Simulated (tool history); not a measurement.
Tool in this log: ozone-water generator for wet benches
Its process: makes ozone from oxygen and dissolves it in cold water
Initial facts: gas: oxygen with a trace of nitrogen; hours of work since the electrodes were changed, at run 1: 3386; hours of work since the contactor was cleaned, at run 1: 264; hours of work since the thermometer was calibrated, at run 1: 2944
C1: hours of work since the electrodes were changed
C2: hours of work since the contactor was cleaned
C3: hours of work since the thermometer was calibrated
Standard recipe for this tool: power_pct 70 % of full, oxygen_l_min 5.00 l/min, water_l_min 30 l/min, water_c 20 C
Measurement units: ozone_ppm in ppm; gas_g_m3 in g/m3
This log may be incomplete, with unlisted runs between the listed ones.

{"run": 1, "day": 0.0, "power_pct": 70, "oxygen_l_min": 5.0, "water_l_min": 30, "water_c": 20, "C1": 3386, "C2": 264, "C3": 2944, "ozone_ppm": 11.8, "gas_g_m3": 136.1}
{"run": 2, "day": 5.729, "power_pct": 70, "oxygen_l_min": 5.0, "water_l_min": 30, "water_c": 20, "C1": 3481, "C2": 359, "C3": 3039, "ozone_ppm": 11.9, "gas_g_m3": 133.5}
{"run": 3, "day": 11.471, "power_pct": 70, "oxygen_l_min": 5.0, "water_l_min": 30, "water_c": 20, "C1": 3576, "C2": 454, "C3": 3134, "ozone_ppm": 11.7, "gas_g_m3": 136.3}
{"run": 4, "day": 17.362, "power_pct": 70, "oxygen_l_min": 5.0, "water_l_min": 30, "water_c": 20, "C1": 3674, "C2": 552, "C3": 3232, "ozone_ppm": 11.5, "gas_g_m3": 133.5}
{"run": 5, "day": 23.042, "power_pct": 70, "oxygen_l_min": 5.0, "water_l_min": 30, "water_c": 20, "C1": 3769, "C2": 646, "C3": 3327, "ozone_ppm": 11.6, "gas_g_m3": 133.8}
{"run": 6, "day": 26.308, "power_pct": 70, "oxygen_l_min": 5.0, "water_l_min": 30, "water_c": 20, "C1": 3823, "C2": 701, "C3": 3381, "ozone_ppm": 11.6, "gas_g_m3": 135.0}
{"run": 7, "day": 30.962, "power_pct": 70, "oxygen_l_min": 5.0, "water_l_min": 30, "water_c": 20, "C1": 3900, "C2": 778, "C3": 3458, "ozone_ppm": 11.7, "gas_g_m3": 134.0}
{"day": 32.804, "done": "water thermometer calibrated"}
{"run": 8, "day": 36.529, "power_pct": 70, "oxygen_l_min": 5.0, "water_l_min": 30, "water_c": 20, "C1": 3992, "C2": 870, "C3": 62, "ozone_ppm": 11.5, "gas_g_m3": 133.5}
{"run": 9, "day": 43.179, "power_pct": 70, "oxygen_l_min": 2.56, "water_l_min": 19, "water_c": 20, "C1": 4103, "C2": 980, "C3": 172, "ozone_ppm": 16.8, "gas_g_m3": 209.8}
{"run": 10, "day": 46.962, "power_pct": 70, "oxygen_l_min": 5.0, "water_l_min": 29, "water_c": 20, "C1": 4166, "C2": 1043, "C3": 235, "ozone_ppm": 11.7, "gas_g_m3": 132.0}
{"run": 11, "day": 53.517, "power_pct": 70, "oxygen_l_min": 5.0, "water_l_min": 29, "water_c": 20, "C1": 4274, "C2": 1152, "C3": 344, "ozone_ppm": 11.9, "gas_g_m3": 131.7}
{"run": 12, "day": 57.696, "power_pct": 70, "oxygen_l_min": 5.0, "water_l_min": 18, "water_c": 26, "C1": 4344, "C2": 1221, "C3": 413, "ozone_ppm": 14.9, "gas_g_m3": 132.2}
{"run": 13, "day": 62.458, "power_pct": 94, "oxygen_l_min": 2.52, "water_l_min": 18, "water_c": 26, "C1": 4423, "C2": 1301, "C3": 493, "ozone_ppm": 18.4, "gas_g_m3": 239.0}
{"run": 14, "day": 69.333, "power_pct": 94, "oxygen_l_min": 2.52, "water_l_min": 18, "water_c": 26, "C1": 4537, "C2": 1415, "C3": 607, "ozone_ppm": 18.3, "gas_g_m3": 237.9}
{"run": 15, "day": 76.229, "power_pct": 70, "oxygen_l_min": 7.08, "water_l_min": 19, "water_c": 13, "C1": 4652, "C2": 1529, "C3": 721, "ozone_ppm": 16.3, "gas_g_m3": 103.2}
{"run": 16, "day": 80.129, "power_pct": 54, "oxygen_l_min": 5.0, "water_l_min": 45, "water_c": 24, "C1": 4716, "C2": 1594, "C3": 786, "ozone_ppm": 7.0, "gas_g_m3": 115.8}

5 options for the next run, each taken on its own from the tool as it stands now. Forecast them:
{"run": "A", "day": 86.171, "power_pct": 70, "oxygen_l_min": 5.0, "water_l_min": 22, "water_c": 20, "C1": 4817, "C2": 1694, "C3": 886, "ozone_ppm": "?", "gas_g_m3": "?"}
{"run": "B", "day": 86.171, "power_pct": 54, "oxygen_l_min": 2.77, "water_l_min": 34, "water_c": 19, "C1": 4817, "C2": 1694, "C3": 886, "ozone_ppm": "?", "gas_g_m3": "?"}
{"run": "C", "day": 86.171, "power_pct": 70, "oxygen_l_min": 5.0, "water_l_min": 36, "water_c": 20, "C1": 4817, "C2": 1694, "C3": 886, "ozone_ppm": "?", "gas_g_m3": "?"}
{"run": "D", "day": 86.171, "power_pct": 54, "oxygen_l_min": 3.26, "water_l_min": 45, "water_c": 24, "C1": 4817, "C2": 1694, "C3": 886, "ozone_ppm": "?", "gas_g_m3": "?"}
{"run": "E", "day": 86.171, "power_pct": 70, "oxygen_l_min": 5.0, "water_l_min": 30, "water_c": 15, "C1": 4817, "C2": 1694, "C3": 886, "ozone_ppm": "?", "gas_g_m3": "?"}

run=A ozone_ppm=14.2 gas_g_m3=129.1
run=B ozone_ppm=8.8 gas_g_m3=172.4
run=C ozone_ppm=9.7 gas_g_m3=128.3
run=D ozone_ppm=6.7 gas_g_m3=155.7
run=E ozone_ppm=11.9 gas_g_m3=130.8
Without the tool's hidden state the same runs would have given:
run=A ozone_ppm=16.4 gas_g_m3=148.4
run=B ozone_ppm=10.0 gas_g_m3=194.9
run=C ozone_ppm=11.3 gas_g_m3=147.6
run=D ozone_ppm=7.7 gas_g_m3=175.7
run=E ozone_ppm=13.7 gas_g_m3=150.2
